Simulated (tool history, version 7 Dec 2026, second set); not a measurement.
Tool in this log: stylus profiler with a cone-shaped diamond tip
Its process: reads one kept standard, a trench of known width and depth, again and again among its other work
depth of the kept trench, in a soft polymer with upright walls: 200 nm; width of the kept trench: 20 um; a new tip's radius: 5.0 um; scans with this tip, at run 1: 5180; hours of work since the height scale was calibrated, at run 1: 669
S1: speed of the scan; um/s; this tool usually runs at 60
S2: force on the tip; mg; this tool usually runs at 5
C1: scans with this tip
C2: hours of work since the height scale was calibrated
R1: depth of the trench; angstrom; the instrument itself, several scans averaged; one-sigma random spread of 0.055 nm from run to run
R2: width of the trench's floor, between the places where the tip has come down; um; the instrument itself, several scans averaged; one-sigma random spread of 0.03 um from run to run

run 1 hour=0 | S1=60 S2=5 | C1=5180 C2=669 | R1=2053.2 R2=16.74
run 2 hour=19.2 | S1=60 S2=5 | C1=5260 C2=679 | R1=2053.7 R2=16.73
run 3 hour=52.8 | S1=31 S2=5 | C1=5399 C2=697 | R1=2052.8 R2=16.83
run 4 hour=92.9 | S1=60 S2=5 | C1=5566 C2=718 | R1=2053.8 R2=16.65
run 5 hour=119.3 | S1=60 S2=5 | C1=5676 C2=733 | R1=2053.9 R2=16.68
run 6 hour=161.9 | S1=60 S2=5 | C1=5852 C2=755 | R1=2054 R2=16.73
run 7 hour=192.5 | S1=60 S2=5 | C1=5979 C2=772 | R1=2054 R2=16.72
run 8 hour=211.4 | S1=60 S2=5 | C1=6058 C2=782 | R1=2053.9 R2=16.7
run 9 hour=246.8 | S1=60 S2=5 | C1=6205 C2=801 | R1=2055.3 R2=16.66
run 10 hour=270.9 | S1=21 S2=5 | C1=6305 C2=814 | R1=2054.4 R2=16.76
run 11 hour=304 | S1=21 S2=5 | C1=6443 C2=832 | R1=2054.8 R2=16.73
run 12 hour=332.4 | S1=21 S2=5 | C1=6561 C2=847 | R1=2054.1 R2=16.72
run 13 hour=367 | S1=21 S2=5 | C1=6705 C2=865 | R1=2054.3 R2=16.73
run 14 hour=405.8 | S1=21 S2=5 | C1=6866 C2=886 | R1=2054.8 R2=16.74
run 15 hour=435.6 | S1=21 S2=10.41 | C1=6989 C2=902 | R1=2086.4 R2=16.8
run 16 hour=475.5 | S1=21 S2=10.41 | C1=7155 C2=924 | R1=2086.7 R2=16.72
run 17 hour=514.1 | S1=26 S2=5 | C1=7316 C2=944 | R1=2054.9 R2=16.73
run 18 hour=532.5 | S1=26 S2=5 | C1=7392 C2=954 | R1=2054.7 R2=16.7
run 19 hour=573.5 | S1=26 S2=3.21 | C1=7563 C2=976 | R1=2041.7 R2=16.68
run 20 hour=609 | S1=26 S2=3.21 | C1=7710 C2=995 | R1=2042.3 R2=16.64
run 21 hour=653.3 | S1=26 S2=3.21 | C1=7894 C2=1019 | R1=2042.1 R2=16.64
run 22 hour=674.8 | S1=26 S2=3.21 | C1=7983 C2=1031 | R1=2042.1 R2=16.67
run 23 hour=699.5 | S1=56 S2=13.9 | C1=8086 C2=1044 | R1=2105.6 R2=16.63
run 24 hour=739.4 | S1=56 S2=13.9 | C1=8252 C2=1065 | R1=2105.6 R2=16.66
run 25 hour=767.9 | S1=40 S2=14.66 | C1=8371 C2=1081 | R1=2108.3 R2=16.7
run 26 hour=793 | S1=227 S2=3.55 | C1=8475 C2=1094 | R1=2045.4 R2=15.92
run 27 hour=816.5 | S1=227 S2=2.63 | C1=8572 C2=1107 | R1=2037.8 R2=15.73
run 28 hour=860.6 | S1=40 S2=3.08 | C1=8756 C2=1130 | R1=2041.1 R2=16.5
run 29 hour=903.2 | S1=89 S2=4.89 | C1=8933 C2=1153 | R1=2055.5 R2=16.37
run 30 hour=934.6 | S1=89 S2=4.89 | C1=9063 C2=1170 | R1=2055.8 R2=16.43
run 31 hour=974.8 | S1=89 S2=4.89 | C1=9230 C2=1191 | R1=2054.9 R2=16.37
run 32 hour=993.3 | S1=35 S2=11.57 | C1=9307 C2=1201 | R1=2094.2 R2=16.55
run 33 hour=1036.6 | S1=62 S2=5.04 | C1=9487 C2=1225 | R1=2055.6 R2=16.47
run 34 hour=1060.2 | S1=147 S2=2.23 | C1=9585 C2=1237 | R1=2034.4 R2=16.02
run 35 hour=1097.5 | S1=60 S2=11.77 | C1=9740 C2=1257 | R1=2095.1 R2=16.61
run 36 hour=1131.5 | S1=60 S2=11.77 | C1=9881 C2=1276 | R1=2095.4 R2=16.51
run 37 hour=1173.8 | S1=178 S2=3.85 | C1=10057 C2=1298 | R1=2048.6 R2=16.05
run 38 hour=1204.5 | S1=178 S2=3.85 | C1=10185 C2=1315 | R1=2048.4 R2=16.07
run 39 hour=1226.7 | S1=104 S2=11.45 | C1=10277 C2=1327 | R1=2094 R2=16.44
run 40 hour=1267 | S1=104 S2=11.45 | C1=10444 C2=1348 | R1=2093.7 R2=16.4
run 41 hour=1299.3 | S1=78 S2=4.16 | C1=10579 C2=1366 | R1=2051.2 R2=16.35
run 42 hour=1329.7 | S1=41 S2=2.16 | C1=10705 C2=1382 | R1=2035 R2=16.46
run 43 hour=1366.1 | S1=28 S2=3.16 | C1=10856 C2=1401 | R1=2043.4 R2=16.53

Run by run, hidden condition taken away, random variation retained:
What the log doesn't record here: radius of the tip, um; height scale over the true one, %; drift of the gauge itself on depth_nm, %; drift of the gauge itself on floor_um, %.
run=1 R1=2050 R2=17.04
run=2 R1=2050.4 R2=17.03
run=3 R1=2049.5 R2=17.14
run=4 R1=2050.4 R2=16.97
run=5 R1=2050.4 R2=17.01
run=6 R1=2050.4 R2=17.06
run=7 R1=2050.3 R2=17.07
run=8 R1=2050.1 R2=17.05
run=9 R1=2051.4 R2=17.01
run=10 R1=2050.5 R2=17.13
run=11 R1=2050.7 R2=17.1
run=12 R1=2050 R2=17.09
run=13 R1=2050.1 R2=17.12
run=14 R1=2050.6 R2=17.13
run=15 R1=2082 R2=17.2
run=16 R1=2082.2 R2=17.13
run=17 R1=2050.4 R2=17.15
run=18 R1=2050.1 R2=17.12
run=19 R1=2037 R2=17.11
run=20 R1=2037.6 R2=17.08
run=21 R1=2037.2 R2=17.09
run=22 R1=2037.2 R2=17.12
run=23 R1=2100.5 R2=17.09
run=24 R1=2100.3 R2=17.13
run=25 R1=2103 R2=17.18
run=26 R1=2040.1 R2=16.41
run=27 R1=2032.5 R2=16.22
run=28 R1=2035.7 R2=17
run=29 R1=2050 R2=16.87
run=30 R1=2050.2 R2=16.94
run=31 R1=2049.2 R2=16.89
run=32 R1=2088.4 R2=17.08
run=33 R1=2049.8 R2=17
run=34 R1=2028.6 R2=16.56
run=35 R1=2089 R2=17.16
run=36 R1=2089.2 R2=17.07
run=37 R1=2042.5 R2=16.62
run=38 R1=2042.1 R2=16.64
run=39 R1=2087.6 R2=17.02
run=40 R1=2087.1 R2=16.99
run=41 R1=2044.7 R2=16.95
run=42 R1=2028.5 R2=17.06
run=43 R1=2036.8 R2=17.14
